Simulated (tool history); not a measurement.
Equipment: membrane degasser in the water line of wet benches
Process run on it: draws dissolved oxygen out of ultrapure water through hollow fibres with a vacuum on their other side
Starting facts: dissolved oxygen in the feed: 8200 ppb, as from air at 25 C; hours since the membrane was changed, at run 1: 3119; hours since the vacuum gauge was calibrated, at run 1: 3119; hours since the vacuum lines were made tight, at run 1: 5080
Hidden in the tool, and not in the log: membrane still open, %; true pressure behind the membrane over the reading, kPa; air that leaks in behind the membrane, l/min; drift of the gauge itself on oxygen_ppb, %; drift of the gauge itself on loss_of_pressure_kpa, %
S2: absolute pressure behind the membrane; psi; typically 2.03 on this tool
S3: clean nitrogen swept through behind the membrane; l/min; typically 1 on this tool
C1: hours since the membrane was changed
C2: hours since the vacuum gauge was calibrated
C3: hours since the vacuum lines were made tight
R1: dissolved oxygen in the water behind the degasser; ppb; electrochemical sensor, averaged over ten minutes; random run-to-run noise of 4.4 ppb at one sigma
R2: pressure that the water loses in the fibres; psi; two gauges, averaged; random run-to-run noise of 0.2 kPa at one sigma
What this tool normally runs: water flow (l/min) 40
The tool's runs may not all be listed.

run 1 day=0 | water_flow_(l/min)=40 S2=2.03 S3=1 | C1=3119 C2=3119 C3=5080 | R1=953.3 R2=6.49
run 2 day=5.567 | water_flow_(l/min)=40 S2=2.03 S3=1 | C1=3252 C2=3252 C3=5213 | R1=951.5 R2=6.514
run 3 day=14.838 | water_flow_(l/min)=40 S2=2.03 S3=1 | C1=3475 C2=3475 C3=5436 | R1=953.9 R2=6.483
run 4 day=21.675 | water_flow_(l/min)=40 S2=2.03 S3=1 | C1=3639 C2=3639 C3=5600 | R1=959.1 R2=6.514
run 5 day=27.942 | water_flow_(l/min)=40 S2=2.03 S3=1 | C1=3789 C2=3789 C3=5750 | R1=964.2 R2=6.508
run 6 day=35.879 | water_flow_(l/min)=40 S2=2.03 S3=1 | C1=3980 C2=3980 C3=5941 | R1=956.4 R2=6.49
run 7 day=44.875 | water_flow_(l/min)=40 S2=2.03 S3=1 | C1=4196 C2=4196 C3=6157 | R1=956.6 R2=6.498
run 8 day=53.838 | water_flow_(l/min)=40 S2=2.03 S3=1 | C1=4411 C2=4411 C3=6372 | R1=961.2 R2=6.463
run 9 day=62.571 | water_flow_(l/min)=40 S2=2.03 S3=1 | C1=4620 C2=4620 C3=6582 | R1=956.8 R2=6.441
run 10 day=68.417 | water_flow_(l/min)=40 S2=2.03 S3=1 | C1=4761 C2=4761 C3=6722 | R1=964.9 R2=6.502
run 11 day=77.088 | water_flow_(l/min)=40 S2=2.03 S3=1 | C1=4969 C2=4969 C3=6930 | R1=955.6 R2=6.498
run 12 day=86.333 | water_flow_(l/min)=40 S2=2.03 S3=1 | C1=5191 C2=5191 C3=7152 | R1=965.9 R2=6.44
run 13 day=92.608 | water_flow_(l/min)=40 S2=2.03 S3=1 | C1=5341 C2=5341 C3=7302 | R1=964.6 R2=6.54
run 14 day=98.471 | water_flow_(l/min)=40 S2=2.03 S3=1 | C1=5482 C2=5482 C3=7443 | R1=965.6 R2=6.509
run 15 day=102.85 | water_flow_(l/min)=40 S2=2.03 S3=1 | C1=5587 C2=5587 C3=7548 | R1=956 R2=6.512
-- day=107.688 seals of the vacuum lines changed
run 16 day=109.812 | water_flow_(l/min)=40 S2=2.03 S3=1 | C1=5752 C2=5752 C3=51 | R1=965.8 R2=6.503
run 17 day=117.404 | water_flow_(l/min)=40 S2=2.03 S3=0.49 | C1=5934 C2=5934 C3=233 | R1=1447.3 R2=6.501
run 18 day=125.621 | water_flow_(l/min)=40 S2=4.74 S3=0.67 | C1=6131 C2=6131 C3=430 | R1=2594.1 R2=6.472
run 19 day=134.088 | water_flow_(l/min)=40 S2=4.74 S3=0.67 | C1=6335 C2=6335 C3=634 | R1=2574.8 R2=6.488
run 20 day=142.267 | water_flow_(l/min)=35 S2=1.77 S3=2.1 | C1=6531 C2=6531 C3=830 | R1=466 R2=5.68
run 21 day=149.825 | water_flow_(l/min)=35 S2=1.77 S3=2.1 | C1=6712 C2=6712 C3=1011 | R1=469.7 R2=5.709
run 22 day=154.767 | water_flow_(l/min)=55 S2=4.19 S3=1 | C1=6831 C2=6831 C3=1130 | R1=2341.1 R2=8.94
run 23 day=160.796 | water_flow_(l/min)=39 S2=2.03 S3=1 | C1=6976 C2=6976 C3=1275 | R1=942.1 R2=6.342
run 24 day=165.083 | water_flow_(l/min)=39 S2=1.57 S3=2.48 | C1=7078 C2=7078 C3=1377 | R1=440.3 R2=6.341
run 25 day=174.458 | water_flow_(l/min)=39 S2=1.41 S3=0.73 | C1=7304 C2=7304 C3=1602 | R1=782.9 R2=6.305
run 26 day=179.775 | water_flow_(l/min)=29 S2=4.99 S3=1 | C1=7431 C2=7431 C3=1730 | R1=1690.7 R2=4.722
run 27 day=188.075 | water_flow_(l/min)=29 S2=4.99 S3=1 | C1=7630 C2=7630 C3=1929 | R1=1688.9 R2=4.66
run 28 day=192.196 | water_flow_(l/min)=29 S2=4.99 S3=1 | C1=7729 C2=7729 C3=2028 | R1=1682.3 R2=4.693
run 29 day=201.217 | water_flow_(l/min)=40 S2=1.68 S3=1 | C1=7946 C2=7946 C3=2245 | R1=808.4 R2=6.473
run 30 day=205.254 | water_flow_(l/min)=40 S2=1.68 S3=1 | C1=8043 C2=8043 C3=2342 | R1=816.1 R2=6.503

What if the next run were any one of these 3? Each begins from the tool's condition after run 30:
run A day=214.171 | water_flow_(l/min)=53 S2=1.68 S3=1 | C1=8257 C2=8257 C3=2556 | R1=? R2=?
run B day=214.171 | water_flow_(l/min)=36 S2=2.03 S3=1 | C1=8257 C2=8257 C3=2556 | R1=? R2=?
run C day=214.171 | water_flow_(l/min)=26 S2=1.68 S3=1.57 | C1=8257 C2=8257 C3=2556 | R1=? R2=?

run=A R1=1056.9 R2=8.672
run=B R1=879 R2=5.857
run=C R1=381.1 R2=4.17
With the hidden condition removed and each run's random variation left untouched, the same runs would have given:
run=A R1=1034.7 R2=8.666
run=B R1=860.7 R2=5.854
run=C R1=373 R2=4.168
